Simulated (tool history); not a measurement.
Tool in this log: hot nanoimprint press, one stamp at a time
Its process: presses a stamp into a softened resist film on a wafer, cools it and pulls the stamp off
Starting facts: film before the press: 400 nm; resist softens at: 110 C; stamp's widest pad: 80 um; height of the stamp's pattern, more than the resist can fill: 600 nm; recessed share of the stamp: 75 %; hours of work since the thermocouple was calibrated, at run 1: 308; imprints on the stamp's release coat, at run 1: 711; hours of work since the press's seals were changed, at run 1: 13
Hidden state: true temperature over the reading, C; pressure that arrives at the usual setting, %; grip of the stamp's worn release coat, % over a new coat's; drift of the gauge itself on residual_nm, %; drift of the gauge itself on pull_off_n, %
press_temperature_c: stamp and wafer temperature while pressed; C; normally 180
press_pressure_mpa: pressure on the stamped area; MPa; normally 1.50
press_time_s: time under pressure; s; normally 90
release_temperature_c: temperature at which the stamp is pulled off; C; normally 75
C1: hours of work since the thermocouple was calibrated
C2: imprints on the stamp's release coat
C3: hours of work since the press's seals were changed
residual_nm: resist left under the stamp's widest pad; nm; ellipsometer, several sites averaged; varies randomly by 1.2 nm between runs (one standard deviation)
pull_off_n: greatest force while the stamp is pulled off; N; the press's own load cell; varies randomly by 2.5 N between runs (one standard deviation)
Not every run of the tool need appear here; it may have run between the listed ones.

run 1 hour=0.0 | press_temperature_c=180 press_pressure_mpa=1.50 press_time_s=90 release_temperature_c=75 | C1=308 C2=711 C3=13 | residual_nm=174.0 pull_off_n=150
run 2 hour=25.8 | press_temperature_c=180 press_pressure_mpa=1.50 press_time_s=90 release_temperature_c=75 | C1=321 C2=807 C3=26 | residual_nm=175.5 pull_off_n=150
-- hour=56.2 plate thermocouple calibrated
run 3 hour=56.8 | press_temperature_c=180 press_pressure_mpa=1.50 press_time_s=90 release_temperature_c=75 | C1=0 C2=912 C3=41 | residual_nm=176.9 pull_off_n=145
run 4 hour=82.5 | press_temperature_c=180 press_pressure_mpa=1.50 press_time_s=90 release_temperature_c=75 | C1=14 C2=1007 C3=54 | residual_nm=176.7 pull_off_n=148
run 5 hour=110.2 | press_temperature_c=180 press_pressure_mpa=1.50 press_time_s=90 release_temperature_c=75 | C1=28 C2=1110 C3=69 | residual_nm=173.5 pull_off_n=147
run 6 hour=134.6 | press_temperature_c=180 press_pressure_mpa=2.05 press_time_s=90 release_temperature_c=75 | C1=41 C2=1201 C3=81 | residual_nm=152.6 pull_off_n=147
-- hour=144.5 stamp cleaned and given a new release coat
run 7 hour=173.6 | press_temperature_c=180 press_pressure_mpa=1.50 press_time_s=90 release_temperature_c=75 | C1=58 C2=109 C3=99 | residual_nm=173.8 pull_off_n=144
run 8 hour=204.4 | press_temperature_c=177 press_pressure_mpa=1.50 press_time_s=90 release_temperature_c=75 | C1=74 C2=223 C3=115 | residual_nm=204.7 pull_off_n=147
run 9 hour=235.4 | press_temperature_c=177 press_pressure_mpa=1.50 press_time_s=90 release_temperature_c=75 | C1=90 C2=339 C3=131 | residual_nm=206.2 pull_off_n=148
run 10 hour=266.5 | press_temperature_c=192 press_pressure_mpa=1.50 press_time_s=90 release_temperature_c=75 | C1=107 C2=454 C3=147 | residual_nm=93.2 pull_off_n=149
run 11 hour=294.1 | press_temperature_c=180 press_pressure_mpa=1.50 press_time_s=172 release_temperature_c=75 | C1=121 C2=557 C3=161 | residual_nm=138.5 pull_off_n=143
run 12 hour=324.8 | press_temperature_c=180 press_pressure_mpa=1.50 press_time_s=136 release_temperature_c=75 | C1=137 C2=671 C3=177 | residual_nm=149.8 pull_off_n=149
run 13 hour=355.9 | press_temperature_c=180 press_pressure_mpa=1.29 press_time_s=90 release_temperature_c=75 | C1=153 C2=787 C3=194 | residual_nm=187.6 pull_off_n=143
run 14 hour=375.5 | press_temperature_c=180 press_pressure_mpa=1.29 press_time_s=90 release_temperature_c=75 | C1=163 C2=860 C3=204 | residual_nm=189.9 pull_off_n=143
run 15 hour=405.0 | press_temperature_c=180 press_pressure_mpa=1.29 press_time_s=90 release_temperature_c=75 | C1=179 C2=970 C3=219 | residual_nm=188.0 pull_off_n=150
run 16 hour=419.5 | press_temperature_c=180 press_pressure_mpa=1.50 press_time_s=90 release_temperature_c=63 | C1=186 C2=1024 C3=227 | residual_nm=177.7 pull_off_n=158
run 17 hour=451.7 | press_temperature_c=172 press_pressure_mpa=1.50 press_time_s=133 release_temperature_c=63 | C1=203 C2=1144 C3=244 | residual_nm=232.4 pull_off_n=163
run 18 hour=468.9 | press_temperature_c=172 press_pressure_mpa=1.50 press_time_s=133 release_temperature_c=63 | C1=212 C2=1208 C3=253 | residual_nm=234.1 pull_off_n=164
-- hour=476.5 stamp cleaned and given a new release coat
run 19 hour=490.8 | press_temperature_c=172 press_pressure_mpa=1.50 press_time_s=133 release_temperature_c=63 | C1=221 C2=53 C3=261 | residual_nm=232.6 pull_off_n=160
run 20 hour=506.4 | press_temperature_c=184 press_pressure_mpa=1.50 press_time_s=158 release_temperature_c=63 | C1=229 C2=111 C3=269 | residual_nm=111.5 pull_off_n=160
run 21 hour=535.1 | press_temperature_c=184 press_pressure_mpa=1.50 press_time_s=158 release_temperature_c=63 | C1=244 C2=218 C3=284 | residual_nm=113.7 pull_off_n=158
run 22 hour=557.7 | press_temperature_c=184 press_pressure_mpa=1.50 press_time_s=158 release_temperature_c=63 | C1=255 C2=302 C3=296 | residual_nm=111.1 pull_off_n=159
run 23 hour=577.4 | press_temperature_c=180 press_pressure_mpa=1.50 press_time_s=106 release_temperature_c=65 | C1=266 C2=375 C3=306 | residual_nm=165.0 pull_off_n=154
run 24 hour=607.4 | press_temperature_c=189 press_pressure_mpa=1.50 press_time_s=106 release_temperature_c=65 | C1=281 C2=487 C3=322 | residual_nm=101.7 pull_off_n=157
run 25 hour=635.8 | press_temperature_c=189 press_pressure_mpa=1.50 press_time_s=106 release_temperature_c=65 | C1=296 C2=592 C3=337 | residual_nm=102.2 pull_off_n=159
run 26 hour=659.4 | press_temperature_c=189 press_pressure_mpa=1.99 press_time_s=104 release_temperature_c=69 | C1=309 C2=680 C3=349 | residual_nm=87.9 pull_off_n=151
run 27 hour=681.4 | press_temperature_c=189 press_pressure_mpa=1.99 press_time_s=104 release_temperature_c=69 | C1=320 C2=762 C3=360 | residual_nm=87.7 pull_off_n=153
-- hour=712.4 plate thermocouple calibrated
run 28 hour=712.4 | press_temperature_c=189 press_pressure_mpa=1.99 press_time_s=104 release_temperature_c=69 | C1=0 C2=866 C3=375 | residual_nm=88.9 pull_off_n=149
run 29 hour=736.3 | press_temperature_c=189 press_pressure_mpa=1.99 press_time_s=104 release_temperature_c=69 | C1=12 C2=955 C3=387 | residual_nm=87.8 pull_off_n=152
run 30 hour=769.3 | press_temperature_c=180 press_pressure_mpa=1.99 press_time_s=104 release_temperature_c=69 | C1=30 C2=1078 C3=405 | residual_nm=146.1 pull_off_n=154
run 31 hour=790.7 | press_temperature_c=180 press_pressure_mpa=2.27 press_time_s=116 release_temperature_c=75 | C1=41 C2=1158 C3=416 | residual_nm=129.3 pull_off_n=145

Each row is a separate what-if for the run after 31, all from the same tool condition, not one after another. Results?
-- hour=812.1 stamp cleaned and given a new release coat
run A hour=829.0 | press_temperature_c=183 press_pressure_mpa=1.50 press_time_s=56 release_temperature_c=75 | C1=58 C2=63 C3=433 | residual_nm=? pull_off_n=?
-- hour=812.1 stamp cleaned and given a new release coat
run B hour=829.0 | press_temperature_c=183 press_pressure_mpa=2.27 press_time_s=124 release_temperature_c=61 | C1=58 C2=63 C3=433 | residual_nm=? pull_off_n=?
-- hour=812.1 stamp cleaned and given a new release coat
run C hour=829.0 | press_temperature_c=180 press_pressure_mpa=2.27 press_time_s=116 release_temperature_c=73 | C1=58 C2=63 C3=433 | residual_nm=? pull_off_n=?

run=A residual_nm=179.3 pull_off_n=145
run=B residual_nm=106.5 pull_off_n=159
run=C residual_nm=130.3 pull_off_n=146
Without the tool's unlogged condition, the same runs would have read:
run=A residual_nm=179.1 pull_off_n=145
run=B residual_nm=106.4 pull_off_n=159
run=C residual_nm=130.1 pull_off_n=146
